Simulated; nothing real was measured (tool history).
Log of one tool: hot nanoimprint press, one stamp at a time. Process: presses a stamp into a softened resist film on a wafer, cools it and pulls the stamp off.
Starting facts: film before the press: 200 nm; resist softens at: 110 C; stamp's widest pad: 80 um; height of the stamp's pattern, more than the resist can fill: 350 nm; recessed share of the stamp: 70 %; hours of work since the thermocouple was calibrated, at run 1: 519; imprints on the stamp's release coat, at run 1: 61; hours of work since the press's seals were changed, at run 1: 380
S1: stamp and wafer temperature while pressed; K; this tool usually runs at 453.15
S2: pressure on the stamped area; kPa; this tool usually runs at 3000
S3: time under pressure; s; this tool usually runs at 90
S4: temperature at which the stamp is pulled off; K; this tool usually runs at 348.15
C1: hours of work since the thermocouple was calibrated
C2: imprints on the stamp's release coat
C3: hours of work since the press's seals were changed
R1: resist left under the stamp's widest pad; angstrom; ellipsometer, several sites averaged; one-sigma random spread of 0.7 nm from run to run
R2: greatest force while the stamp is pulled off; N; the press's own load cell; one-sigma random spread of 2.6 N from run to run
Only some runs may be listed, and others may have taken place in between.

run   hour      S1    S2   S3      S4   C1   C2   C3    R1   R2
  1    0.0  453.15  3000   90  348.15  519   61  380  1170  201
      90.0  -- plate thermocouple calibrated
  2   90.0  453.15  3000   90  348.15    0  430  436  1151  212
  3  131.8  453.15  3000   90  350.15   27  607  463  1153  215
     145.1  -- stamp cleaned and given a new release coat
  4  178.2  453.15  3000   90  350.15   52  140  488  1161  201
  5  267.4  453.15  3000   90  350.15  110  518  545  1158  212
     297.8  -- stamp cleaned and given a new release coat
  6  313.8  453.15  3000  121  350.15  135   67  571  1065  195
  7  355.9  453.15  3000  121  350.15  162  246  598  1062  205
  8  441.7  463.15  3000   48  335.15  217  610  653  1006  249
     454.6  -- stamp cleaned and given a new release coat
  9  517.9  463.15  3000   48  335.15  262  268  698  1003  233
 10  584.3  453.15  2080   97  345.15  304  550  740  1341  224
     607.1  -- stamp cleaned and given a new release coat
 11  664.2  453.15  2080   97  345.15  352  242  787  1359  209
 12  752.2  453.15  2310  128  348.15  408  615  844  1209  222
     764.2  -- stamp cleaned and given a new release coat
 13  799.4  463.15  3690  161  348.15  434  149  870   603  202
 14  857.4  450.15  3000   90  348.15  471  395  907  1346  211

Predict each of these 3 candidate next runs independently; none follows another, all start after run 14:
  A  897.0  456.15  2490  87  348.15  496  563  932   ?   ?
  B  897.0  444.15  3000  90  343.15  496  563  932   ?   ?
  C  897.0  453.15  3560  90  348.15  496  563  932   ?   ?

run    R1   R2
  A  1189  221
  B  1586  227
  C  1117  221
Without the tool's unlogged condition, the same runs would have read:
run    R1   R2
  A  1122  197
  B  1519  202
  C  1039  197
